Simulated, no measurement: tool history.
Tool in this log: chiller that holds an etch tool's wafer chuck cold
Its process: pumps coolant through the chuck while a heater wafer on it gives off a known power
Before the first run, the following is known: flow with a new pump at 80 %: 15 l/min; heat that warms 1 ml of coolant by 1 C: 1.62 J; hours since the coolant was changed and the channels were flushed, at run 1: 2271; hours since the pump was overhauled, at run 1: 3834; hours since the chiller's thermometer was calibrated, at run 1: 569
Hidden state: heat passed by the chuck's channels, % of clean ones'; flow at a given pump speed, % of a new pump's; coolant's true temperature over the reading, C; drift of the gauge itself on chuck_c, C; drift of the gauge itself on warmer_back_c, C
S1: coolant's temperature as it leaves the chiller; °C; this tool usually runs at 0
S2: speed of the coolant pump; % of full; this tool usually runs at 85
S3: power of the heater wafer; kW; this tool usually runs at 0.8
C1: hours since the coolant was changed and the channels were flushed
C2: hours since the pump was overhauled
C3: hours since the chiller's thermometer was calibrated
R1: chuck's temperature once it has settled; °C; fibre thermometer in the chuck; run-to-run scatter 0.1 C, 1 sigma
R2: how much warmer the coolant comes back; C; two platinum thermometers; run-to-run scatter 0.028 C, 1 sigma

Run 1, hour 0: usual settings; C1 2271; C2 3834; C3 569. Result: R1 5.8 °C, R2 1.91 C.
Run 2, hour 96.6: usual settings; C1 2368; C2 3931; C3 666. Result: R1 6 °C, R2 1.83 C.
Run 3, hour 190.7: usual settings but S1 -3 °C; C1 2462; C2 4025; C3 760. Result: R1 3 °C, R2 1.88 C.
Run 4, hour 291.4: usual settings but S3 1.142 kW; C1 2562; C2 4126; C3 861. Result: R1 8.4 °C, R2 2.73 C.
Run 5, hour 376.9: usual settings; C1 2648; C2 4211; C3 946. Result: R1 5.9 °C, R2 1.9 C.
Run 6, hour 467.3: usual settings but S1 6 °C; C1 2738; C2 4302; C3 1037. Result: R1 11.9 °C, R2 1.91 C.
Run 7, hour 539: usual settings; C1 2810; C2 4373; C3 1108. Result: R1 5.9 °C, R2 1.97 C.
Run 8, hour 645: usual settings; C1 2916; C2 4480; C3 1214. Result: R1 5.9 °C, R2 1.92 C.
Run 9, hour 707.3: usual settings; C1 2978; C2 4542; C3 1277. Result: R1 5.9 °C, R2 1.92 C.
Run 10, hour 796.7: usual settings; C1 3068; C2 4631; C3 1366. Result: R1 6.1 °C, R2 1.95 C.
Run 11, hour 864.3: usual settings; C1 3135; C2 4699; C3 1434. Result: R1 6 °C, R2 1.96 C.
Run 12, hour 978.2: usual settings but S3 0.791 kW; C1 3249; C2 4813; C3 1548. Result: R1 5.8 °C, R2 1.98 C.
Run 13, hour 1047.4: usual settings but S2 63 % of full; C1 3318; C2 4882; C3 1617. Result: R1 7.7 °C, R2 2.68 C.
Run 14, hour 1125.3: usual settings; C1 3396; C2 4960; C3 1695. Result: R1 5.8 °C, R2 2.01 C.
Run 15, hour 1190.4: usual settings; C1 3462; C2 5025; C3 1760. Result: R1 5.8 °C, R2 2.07 C.
Run 16, hour 1293.6: usual settings but S1 8 °C; C1 3565; C2 5128; C3 1863. Result: R1 14.3 °C, R2 2.04 C.
Run 17, hour 1342.4: usual settings but S1 -2 °C, S2 64 % of full; C1 3613; C2 5177; C3 1912. Result: R1 5.7 °C, R2 2.73 C.
Run 18, hour 1437.7: usual settings but S1 -2 °C, S2 64 % of full; C1 3709; C2 5272; C3 2007. Result: R1 5.5 °C, R2 2.71 C.
Run 19, hour 1498.2: usual settings but S1 10 °C; C1 3769; C2 5333; C3 2068. Result: R1 16.1 °C, R2 2.04 C.
Run 20, hour 1610.8: usual settings but S2 76 % of full, S3 0.87 kW; C1 3882; C2 5445; C3 2180. Result: R1 7.3 °C, R2 2.56 C.
Run 21, hour 1677.2: usual settings but S2 78 % of full; C1 3948; C2 5512; C3 2247. Result: R1 6.2 °C, R2 2.25 C.
Run 22, hour 1736.1: usual settings but S2 78 % of full, S3 0.846 kW; C1 4007; C2 5571; C3 2305. Result: R1 6.8 °C, R2 2.37 C.
Run 23, hour 1791.1: usual settings but S2 96 % of full, S3 0.571 kW; C1 4062; C2 5626; C3 2360. Result: R1 3.8 °C, R2 1.39 C.
Run 24, hour 1845.7: usual settings but S2 96 % of full, S3 0.571 kW; C1 4117; C2 5680; C3 2415. Result: R1 3.8 °C, R2 1.45 C.
Run 25, hour 1912.1: usual settings but S2 90 % of full; C1 4183; C2 5747; C3 2481. Result: R1 5.5 °C, R2 2.01 C.
Run 26, hour 1995.2: usual settings but S1 7 °C, S2 86 % of full, S3 0.492 kW; C1 4266; C2 5830; C3 2565. Result: R1 10.7 °C, R2 1.35 C.
Run 27, hour 2087.3: usual settings but S1 7 °C, S2 86 % of full, S3 0.492 kW; C1 4358; C2 5922; C3 2657. Result: R1 10.5 °C, R2 1.4 C.
Run 28, hour 2146.3: usual settings but S1 -3 °C, S2 86 % of full, S3 0.492 kW; C1 4417; C2 5981; C3 2716. Result: R1 0.7 °C, R2 1.44 C.
Run 29, hour 2249.4: usual settings but S1 -7 °C, S3 0.425 kW; C1 4520; C2 6084; C3 2819. Result: R1 -3.7 °C, R2 1.33 C.
Run 30, hour 2332.7: usual settings but S3 0.999 kW; C1 4604; C2 6167; C3 2902. Result: R1 7.5 °C, R2 2.72 C.
Run 31, hour 2381.8: usual settings but S2 65 % of full, S3 0.689 kW; C1 4653; C2 6216; C3 2951. Result: R1 6.5 °C, R2 2.42 C.
Run 32, hour 2489.2: usual settings but S1 7 °C, S2 87 % of full, S3 0.734 kW; C1 4760; C2 6324; C3 3059. Result: R1 12.3 °C, R2 2.05 C.

Branching from run 32: 3 alternative next runs. What would each branch give?
Run A, hour 2563.2: usual settings but S1 6 °C, S2 86 % of full, S3 0.752 kW; C1 4834; C2 6398; C3 3133. Result: R1 ?, R2 ?.
Run B, hour 2563.2: usual settings but S1 3 °C, S2 86 % of full, S3 1.028 kW; C1 4834; C2 6398; C3 3133. Result: R1 ?, R2 ?.
Run C, hour 2563.2: usual settings but S2 88 % of full, S3 0.429 kW; C1 4834; C2 6398; C3 3133. Result: R1 ?, R2 ?.

run    R1    R2
  A  11.5  2.06
  B  10.7  2.69
  C   3.1   1.3
Without the tool's hidden state the same runs would have given:
run    R1    R2
  A  11.5   1.7
  B  10.6  2.33
  C   3.1  0.94

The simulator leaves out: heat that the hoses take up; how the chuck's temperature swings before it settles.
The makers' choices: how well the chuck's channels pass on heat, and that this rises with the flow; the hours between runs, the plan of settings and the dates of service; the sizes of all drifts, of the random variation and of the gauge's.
